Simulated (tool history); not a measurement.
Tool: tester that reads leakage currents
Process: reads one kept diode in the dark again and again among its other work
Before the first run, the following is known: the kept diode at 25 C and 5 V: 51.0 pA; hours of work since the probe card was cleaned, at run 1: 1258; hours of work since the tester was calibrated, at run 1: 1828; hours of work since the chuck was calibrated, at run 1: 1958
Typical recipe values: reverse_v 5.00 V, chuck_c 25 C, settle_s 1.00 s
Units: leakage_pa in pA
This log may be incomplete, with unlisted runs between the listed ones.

| run | day | reverse_v | chuck_c | settle_s | hours of work since the probe card was cleaned | hours of work since the tester was calibrated | hours of work since the chuck was calibrated | leakage_pa |
|---|---|---|---|---|---|---|---|---|
| 1 | 0.000 | 5.00 | 25 | 1.00 | 1258 | 1828 | 1958 | 52.81 |
| 2 | 2.742 | 5.00 | 25 | 1.00 | 1288 | 1858 | 1988 | 53.24 |
|  | 5.925 | probe card cleaned and baked |
| 3 | 6.450 | 10.93 | 25 | 1.00 | 6 | 1897 | 2027 | 76.53 |
| 4 | 10.896 | 10.93 | 25 | 1.00 | 54 | 1946 | 2076 | 76.24 |
| 5 | 13.050 | 2.53 | 25 | 1.00 | 78 | 1969 | 2099 | 38.49 |
| 6 | 15.408 | 2.53 | 25 | 1.00 | 104 | 1995 | 2125 | 38.64 |
| 7 | 17.875 | 2.53 | 25 | 1.00 | 131 | 2022 | 2152 | 38.46 |
| 8 | 21.367 | 5.00 | 25 | 1.00 | 169 | 2060 | 2190 | 53.12 |
| 9 | 25.575 | 5.00 | 25 | 1.00 | 215 | 2106 | 2236 | 52.78 |
| 10 | 29.479 | 5.00 | 25 | 1.00 | 258 | 2149 | 2279 | 52.89 |
|  | 31.158 | chuck's temperature calibrated |
| 11 | 32.867 | 5.00 | 25 | 1.00 | 294 | 2185 | 19 | 53.08 |
| 12 | 35.508 | 5.00 | 25 | 9.67 | 323 | 2214 | 48 | 51.03 |
| 13 | 39.779 | 5.00 | 25 | 9.67 | 369 | 2260 | 94 | 51.02 |
| 14 | 42.696 | 5.00 | 22 | 1.00 | 401 | 2292 | 126 | 40.06 |
| 15 | 44.658 | 5.00 | 41 | 1.00 | 423 | 2314 | 148 | 217.33 |
| 16 | 48.712 | 5.00 | 41 | 1.00 | 467 | 2358 | 192 | 217.91 |
| 17 | 52.912 | 1.84 | 25 | 1.00 | 513 | 2404 | 238 | 33.22 |
| 18 | 55.062 | 5.00 | 25 | 1.00 | 536 | 2428 | 261 | 52.88 |
| 19 | 57.846 | 5.00 | 25 | 1.00 | 567 | 2458 | 292 | 53.40 |
| 20 | 61.888 | 5.00 | 47 | 1.00 | 611 | 2502 | 336 | 359.96 |
| 21 | 64.942 | 1.53 | 38 | 3.80 | 644 | 2536 | 369 | 97.68 |
| 22 | 69.338 | 8.67 | 38 | 3.80 | 692 | 2584 | 418 | 213.65 |
| 23 | 73.529 | 1.31 | 25 | 2.96 | 738 | 2630 | 463 | 28.45 |
| 24 | 77.321 | 1.31 | 25 | 2.96 | 780 | 2671 | 505 | 28.07 |
| 25 | 81.083 | 1.19 | 25 | 1.00 | 821 | 2712 | 546 | 27.50 |
| 26 | 82.938 | 1.19 | 28 | 1.00 | 841 | 2732 | 566 | 36.00 |
| 27 | 86.179 | 3.36 | 27 | 2.08 | 877 | 2768 | 602 | 52.67 |
| 28 | 88.917 | 3.36 | 27 | 9.78 | 907 | 2798 | 632 | 51.74 |
| 29 | 92.825 | 1.86 | 25 | 0.68 | 949 | 2841 | 674 | 33.90 |
| 30 | 95.521 | 5.06 | 27 | 5.37 | 979 | 2870 | 704 | 62.73 |
| 31 | 99.925 | 5.06 | 27 | 5.37 | 1027 | 2918 | 752 | 62.57 |
| 32 | 103.004 | 5.06 | 27 | 5.37 | 1061 | 2952 | 786 | 62.34 |
| 33 | 106.779 | 19.98 | 53 | 1.00 | 1102 | 2993 | 827 | 1081.17 |
| 34 | 109.229 | 19.98 | 50 | 6.68 | 1129 | 3020 | 854 | 848.78 |
| 35 | 111.179 | 5.01 | 29 | 2.39 | 1150 | 3041 | 875 | 75.36 |
| 36 | 114.254 | 5.01 | 29 | 2.39 | 1184 | 3075 | 909 | 74.70 |
| 37 | 117.942 | 5.01 | 29 | 2.39 | 1224 | 3115 | 949 | 75.49 |
| 38 | 121.821 | 5.00 | 46 | 1.63 | 1266 | 3158 | 991 | 327.43 |
| 39 | 125.021 | 1.59 | 38 | 2.69 | 1301 | 3193 | 1026 | 99.92 |
|  | 127.242 | probe card cleaned and baked |
| 40 | 129.408 | 5.00 | 32 | 1.57 | 24 | 3239 | 1073 | 98.60 |

Each run again, without the hidden state but with its own random variation kept:
Hidden state present: stray current of the dirty probe card, pA a volt; current scale over the true one, %; true chuck temperature over the reading, C; drift of the gauge itself on leakage_pa, %.
| run | leakage_pa |
|---|---|
| 1 | 52.86 |
| 2 | 53.29 |
| 3 | 76.72 |
| 4 | 76.43 |
| 5 | 38.60 |
| 6 | 38.74 |
| 7 | 38.56 |
| 8 | 53.26 |
| 9 | 52.92 |
| 10 | 53.03 |
| 11 | 53.06 |
| 12 | 51.00 |
| 13 | 50.99 |
| 14 | 40.03 |
| 15 | 217.31 |
| 16 | 217.89 |
| 17 | 33.22 |
| 18 | 52.85 |
| 19 | 53.37 |
| 20 | 360.00 |
| 21 | 97.69 |
| 22 | 213.64 |
| 23 | 28.45 |
| 24 | 28.07 |
| 25 | 27.51 |
| 26 | 36.01 |
| 27 | 52.67 |
| 28 | 51.73 |
| 29 | 33.90 |
| 30 | 62.71 |
| 31 | 62.55 |
| 32 | 62.33 |
| 33 | 1081.68 |
| 34 | 849.16 |
| 35 | 75.36 |
| 36 | 74.69 |
| 37 | 75.49 |
| 38 | 327.68 |
| 39 | 100.00 |
| 40 | 98.72 |
